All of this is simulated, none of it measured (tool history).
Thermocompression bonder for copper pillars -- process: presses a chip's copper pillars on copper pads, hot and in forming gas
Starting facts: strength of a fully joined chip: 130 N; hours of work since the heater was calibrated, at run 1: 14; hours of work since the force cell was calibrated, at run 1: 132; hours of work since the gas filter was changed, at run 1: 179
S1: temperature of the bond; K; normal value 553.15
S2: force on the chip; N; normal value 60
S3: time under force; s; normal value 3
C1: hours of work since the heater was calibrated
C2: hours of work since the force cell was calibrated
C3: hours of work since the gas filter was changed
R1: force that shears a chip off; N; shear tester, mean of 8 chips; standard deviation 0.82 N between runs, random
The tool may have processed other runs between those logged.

run   hour      S1  S2  S3   C1   C2   C3     R1
  1      0  553.15  60   3   14  132  179   79.5
  2   17.5  553.15  60   3   22  140  187   78.6
  3   28.8  553.15  60   3   27  145  192   77.8
  4   46.3  553.15  60   3   36  154  200   78.2
  5   65.2  553.15  60   3   45  163  209   77.7
  6   79.9  553.15  60   3   52  170  216   78.2
      82.4  -- force cell calibrated
      84.8  -- forming gas filter changed
  7   94.2  553.15  60   3   57    5    4   85.9
  8  118.2  553.15  60   3   69   17   16   84.2
  9  134.2  553.15  60   3   76   24   23   84.4
 10  156.5  553.15  60   2   87   35   34   74.3
 11  178.1  553.15  60   2   97   45   44     75
 12    191  553.15  60   2  103   51   50     75
 13  215.1  540.15  53   2  115   63   62   61.1
 14  226.6  579.15  90   3  120   68   67  113.9
 15  238.8  529.15  44   2  126   74   73   47.3
     242.1  -- force cell calibrated, once more
 16  256.8  530.15  74   3  134    7   81   68.4
 17    281  530.15  74   3  145   18   92   68.4
 18  305.4  530.15  74   3  157   30  104   67.8
 19  317.6  526.15  60   8  162   36  109   80.6
 20  340.4  553.15  43   3  173   47  120   72.6
 21  365.1  553.15  50   3  185   58  132   76.7

Below are 5 alternative next runs, each starting from the tool's condition after run 21. Predict each:
  A  383.2  556.15  50   2  194  67  141   ?
  B  383.2  553.15  61   5  194  67  141   ?
  C  383.2  577.15  48   2  194  67  141   ?
  D  383.2  553.15  65   3  194  67  141   ?
  E  383.2  536.15  62   3  194  67  141   ?

run    R1
  A  69.9
  B  93.7
  C  85.4
  D    82
  E  66.4
Stripped of hidden state, with their random variation kept, the same runs would have yielded:
run    R1
  A    73
  B  98.2
  C  89.6
  D  85.9
  E  69.3

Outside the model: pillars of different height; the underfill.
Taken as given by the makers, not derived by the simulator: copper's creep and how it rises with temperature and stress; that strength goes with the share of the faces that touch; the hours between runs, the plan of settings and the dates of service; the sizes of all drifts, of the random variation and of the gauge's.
